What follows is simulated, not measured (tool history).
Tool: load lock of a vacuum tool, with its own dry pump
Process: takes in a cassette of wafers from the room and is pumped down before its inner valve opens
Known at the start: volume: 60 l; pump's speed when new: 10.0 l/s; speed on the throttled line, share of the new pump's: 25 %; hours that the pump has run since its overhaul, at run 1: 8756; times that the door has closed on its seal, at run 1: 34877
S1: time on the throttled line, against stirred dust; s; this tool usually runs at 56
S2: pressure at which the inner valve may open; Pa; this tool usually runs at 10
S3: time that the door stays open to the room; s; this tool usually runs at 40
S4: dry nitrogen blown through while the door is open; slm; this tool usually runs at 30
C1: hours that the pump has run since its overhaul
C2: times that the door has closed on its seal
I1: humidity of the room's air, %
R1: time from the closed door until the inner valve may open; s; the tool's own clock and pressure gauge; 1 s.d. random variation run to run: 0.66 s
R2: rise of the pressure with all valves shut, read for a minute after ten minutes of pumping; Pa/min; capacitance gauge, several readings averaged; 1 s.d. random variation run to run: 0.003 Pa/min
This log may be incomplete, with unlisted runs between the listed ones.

run,day,S1,S2,S3,S4,C1,C2,I1,R1,R2
1,0,56,10,40,30,8756,34877,45.3,107.2,0.283
2,20.696,56,10,40,30,9253,37116,43,106.4,0.31
3,44.883,56,10,40,30,9833,39734,48.5,106.9,0.346
4,58.138,56,10,40,30,10151,41168,46.4,108,0.357
5,77.25,56,10,40,30,10610,43236,46,109.1,0.393
6,94.671,56,10,40,30,11028,45121,45.4,108.9,0.402
7,112.271,56,10,40,30,11451,47026,42.9,110.4,0.453
# day 128.058: door's seal changed, seat wiped
8,131.992,56,10,38,30,11922,425,48.9,109.1,0.017
9,157.246,56,10,38,30,12529,3158,44.2,111.5,0.018
# day 161.95: dry pump taken out, an overhauled one fitted
10,173.817,56,10,38,30,285,4924,46.3,99.2,0.03
11,188.775,56,10,40,12,644,6543,42.7,97.4,0.044
12,215.879,56,10,40,12,1294,9476,44.8,99.2,0.058
13,240.646,56,10,40,12,1889,12156,43.2,99.9,0.075
14,262.829,73,7,40,30,2421,14557,44.7,115.9,0.081
15,287.871,35,11,46,10,3022,17267,47.7,85,0.11
16,315.333,46,18,77,4,3681,20239,47,90.4,0.16
17,329.992,99,18,77,4,4033,21825,47.4,130,0.172
18,343.254,42,10,40,6,4351,23260,46.5,92.6,0.159
19,368.733,61,11,170,34,4963,26017,47,105.9,0.177
20,393.396,35,10,40,18,5555,28686,46.5,86.9,0.194
21,404.65,57,10,40,17,5825,29904,47.6,103.8,0.213
22,429.546,28,7,142,25,6422,32598,43.4,87.4,0.247

What if the next run were any one of these 4? Each begins from the tool's condition after run 22:
A,445.225,50,7,142,25,6799,34295,43.2,?,?
B,445.225,38,18,40,30,6799,34295,47.2,?,?
C,445.225,60,10,97,5,6799,34295,46.8,?,?
D,445.225,56,10,33,30,6799,34295,43.2,?,?

run,R1,R2
A,103.5,0.246
B,88.4,0.238
C,108,0.29
D,104.6,0.242
What these runs would have given with no unlogged condition in the tool:
run,R1,R2
A,95.9,0.018
B,81.3,0.012
C,101,0.061
D,97.6,0.013
